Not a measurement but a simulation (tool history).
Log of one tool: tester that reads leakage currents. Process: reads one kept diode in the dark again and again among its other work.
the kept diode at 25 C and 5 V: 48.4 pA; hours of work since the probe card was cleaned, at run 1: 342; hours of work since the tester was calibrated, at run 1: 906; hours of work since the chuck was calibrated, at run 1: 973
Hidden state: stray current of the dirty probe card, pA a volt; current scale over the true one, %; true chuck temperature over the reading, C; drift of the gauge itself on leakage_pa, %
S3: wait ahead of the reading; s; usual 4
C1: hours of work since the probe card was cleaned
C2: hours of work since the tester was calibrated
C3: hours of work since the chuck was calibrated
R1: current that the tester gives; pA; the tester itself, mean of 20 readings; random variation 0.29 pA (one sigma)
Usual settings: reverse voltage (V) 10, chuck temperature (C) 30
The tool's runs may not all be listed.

{"run": 1, "hour": 0.0, "reverse voltage (V)": 10, "chuck temperature (C)": 30, "S3": 4, "C1": 342, "C2": 906, "C3": 973, "R1": 91.06}
{"run": 2, "hour": 22.9, "reverse voltage (V)": 10, "chuck temperature (C)": 30, "S3": 0.83, "C1": 353, "C2": 917, "C3": 984, "R1": 94.78}
{"run": 3, "hour": 53.5, "reverse voltage (V)": 10, "chuck temperature (C)": 30, "S3": 0.83, "C1": 368, "C2": 932, "C3": 999, "R1": 94.64}
{"run": 4, "hour": 72.3, "reverse voltage (V)": 10, "chuck temperature (C)": 30, "S3": 4, "C1": 377, "C2": 941, "C3": 1008, "R1": 91.19}
{"run": 5, "hour": 87.2, "reverse voltage (V)": 10, "chuck temperature (C)": 30, "S3": 4, "C1": 385, "C2": 948, "C3": 1016, "R1": 90.62}
{"run": 6, "hour": 111.6, "reverse voltage (V)": 10, "chuck temperature (C)": 30, "S3": 4, "C1": 397, "C2": 960, "C3": 1028, "R1": 91.55}
{"run": 7, "hour": 125.9, "reverse voltage (V)": 10, "chuck temperature (C)": 30, "S3": 4, "C1": 404, "C2": 967, "C3": 1035, "R1": 91.32}
{"run": 8, "hour": 153.6, "reverse voltage (V)": 10, "chuck temperature (C)": 30, "S3": 4, "C1": 417, "C2": 981, "C3": 1048, "R1": 91.17}
{"run": 9, "hour": 176.6, "reverse voltage (V)": 10, "chuck temperature (C)": 30, "S3": 4, "C1": 428, "C2": 992, "C3": 1059, "R1": 91.05}
{"run": 10, "hour": 190.4, "reverse voltage (V)": 10, "chuck temperature (C)": 30, "S3": 0.74, "C1": 435, "C2": 999, "C3": 1066, "R1": 95.13}
{"run": 11, "hour": 220.6, "reverse voltage (V)": 10, "chuck temperature (C)": 30, "S3": 4, "C1": 450, "C2": 1014, "C3": 1081, "R1": 91.36}
{"run": 12, "hour": 239.7, "reverse voltage (V)": 10, "chuck temperature (C)": 30, "S3": 4, "C1": 459, "C2": 1023, "C3": 1090, "R1": 91.7}
{"run": 13, "hour": 267.7, "reverse voltage (V)": 10, "chuck temperature (C)": 30, "S3": 4, "C1": 473, "C2": 1037, "C3": 1104, "R1": 91.41}
{"run": 14, "hour": 293.6, "reverse voltage (V)": 10, "chuck temperature (C)": 30, "S3": 2.61, "C1": 486, "C2": 1049, "C3": 1117, "R1": 91.25}
{"run": 15, "hour": 322.5, "reverse voltage (V)": 10, "chuck temperature (C)": 38, "S3": 4, "C1": 500, "C2": 1063, "C3": 1131, "R1": 172.83}
{"run": 16, "hour": 350.0, "reverse voltage (V)": 10, "chuck temperature (C)": 30, "S3": 4, "C1": 513, "C2": 1077, "C3": 1144, "R1": 91.12}
{"run": 17, "hour": 371.4, "reverse voltage (V)": 10, "chuck temperature (C)": 30, "S3": 4, "C1": 524, "C2": 1087, "C3": 1155, "R1": 91.74}
{"run": 18, "hour": 386.2, "reverse voltage (V)": 4.3, "chuck temperature (C)": 30, "S3": 4, "C1": 531, "C2": 1095, "C3": 1162, "R1": 65.37}
{"run": 19, "hour": 401.8, "reverse voltage (V)": 10, "chuck temperature (C)": 30, "S3": 4, "C1": 539, "C2": 1102, "C3": 1170, "R1": 91.35}
{"run": 20, "hour": 430.4, "reverse voltage (V)": 10, "chuck temperature (C)": 30, "S3": 4, "C1": 553, "C2": 1116, "C3": 1184, "R1": 91.05}
{"run": 21, "hour": 453.6, "reverse voltage (V)": 6.8, "chuck temperature (C)": 36, "S3": 4, "C1": 564, "C2": 1128, "C3": 1195, "R1": 126.84}
{"run": 22, "hour": 474.7, "reverse voltage (V)": 6.8, "chuck temperature (C)": 36, "S3": 4, "C1": 574, "C2": 1138, "C3": 1205, "R1": 126.82}
{"run": 23, "hour": 495.1, "reverse voltage (V)": 10, "chuck temperature (C)": 30, "S3": 2.93, "C1": 584, "C2": 1148, "C3": 1215, "R1": 91}
{"run": 24, "hour": 516.7, "reverse voltage (V)": 1.9, "chuck temperature (C)": 55, "S3": 4, "C1": 595, "C2": 1159, "C3": 1226, "R1": 336.19}
{"run": 25, "hour": 538.1, "reverse voltage (V)": 1.9, "chuck temperature (C)": 55, "S3": 4, "C1": 605, "C2": 1169, "C3": 1237, "R1": 336.48}
{"run": 26, "hour": 565.0, "reverse voltage (V)": 1.9, "chuck temperature (C)": 55, "S3": 4, "C1": 619, "C2": 1182, "C3": 1250, "R1": 334.76}
{"run": 27, "hour": 582.5, "reverse voltage (V)": 7.7, "chuck temperature (C)": 55, "S3": 4, "C1": 627, "C2": 1191, "C3": 1258, "R1": 562.45}
{"run": 28, "hour": 608.8, "reverse voltage (V)": 1.2, "chuck temperature (C)": 55, "S3": 1.67, "C1": 640, "C2": 1204, "C3": 1271, "R1": 283.6}
{"run": 29, "hour": 627.3, "reverse voltage (V)": 10, "chuck temperature (C)": 35, "S3": 0.45, "C1": 649, "C2": 1213, "C3": 1280, "R1": 142.52}
{"run": 30, "hour": 649.4, "reverse voltage (V)": 10, "chuck temperature (C)": 35, "S3": 0.45, "C1": 660, "C2": 1224, "C3": 1291, "R1": 142.78}
{"run": 31, "hour": 681.4, "reverse voltage (V)": 13.7, "chuck temperature (C)": 41, "S3": 0.55, "C1": 676, "C2": 1239, "C3": 1307, "R1": 249.9}
{"run": 32, "hour": 697.5, "reverse voltage (V)": 10, "chuck temperature (C)": 30, "S3": 0.5, "C1": 683, "C2": 1247, "C3": 1315, "R1": 96.37}
{"run": 33, "hour": 713.9, "reverse voltage (V)": 10, "chuck temperature (C)": 30, "S3": 8.58, "C1": 691, "C2": 1255, "C3": 1323, "R1": 89.92}
{"run": 34, "hour": 742.1, "reverse voltage (V)": 10, "chuck temperature (C)": 30, "S3": 8.58, "C1": 705, "C2": 1269, "C3": 1336, "R1": 90.04}
{"run": 35, "hour": 766.7, "reverse voltage (V)": 6.6, "chuck temperature (C)": 41, "S3": 8.58, "C1": 717, "C2": 1281, "C3": 1348, "R1": 183.25}
{"run": 36, "hour": 792.1, "reverse voltage (V)": 1.1, "chuck temperature (C)": 41, "S3": 0.31, "C1": 730, "C2": 1293, "C3": 1361, "R1": 95.82}
{"run": 37, "hour": 818.9, "reverse voltage (V)": 1.1, "chuck temperature (C)": 41, "S3": 0.31, "C1": 743, "C2": 1307, "C3": 1374, "R1": 95.8}
{"run": 38, "hour": 843.0, "reverse voltage (V)": 2.2, "chuck temperature (C)": 23, "S3": 0.35, "C1": 755, "C2": 1318, "C3": 1386, "R1": 29.97}
{"run": 39, "hour": 871.1, "reverse voltage (V)": 14.8, "chuck temperature (C)": 42, "S3": 4, "C1": 768, "C2": 1332, "C3": 1400, "R1": 267.78}
{"run": 40, "hour": 888.0, "reverse voltage (V)": 14.8, "chuck temperature (C)": 28, "S3": 4, "C1": 777, "C2": 1340, "C3": 1408, "R1": 91.37}

3 ways to go on from here, each from the tool as it stands after run 40. What would each give?
{"run": "A", "hour": 907.4, "reverse voltage (V)": 10, "chuck temperature (C)": 31, "S3": 4, "C1": 786, "C2": 1350, "C3": 1417, "R1": "?"}
{"run": "B", "hour": 907.4, "reverse voltage (V)": 3.9, "chuck temperature (C)": 43, "S3": 0.48, "C1": 786, "C2": 1350, "C3": 1417, "R1": "?"}
{"run": "C", "hour": 907.4, "reverse voltage (V)": 12.9, "chuck temperature (C)": 30, "S3": 4, "C1": 786, "C2": 1350, "C3": 1417, "R1": "?"}

run=A R1=98.64
run=B R1=177
run=C R1=101.02
Without the tool's hidden state the same runs would have given:
run=A R1=105.65
run=B R1=197.38
run=C R1=106.44
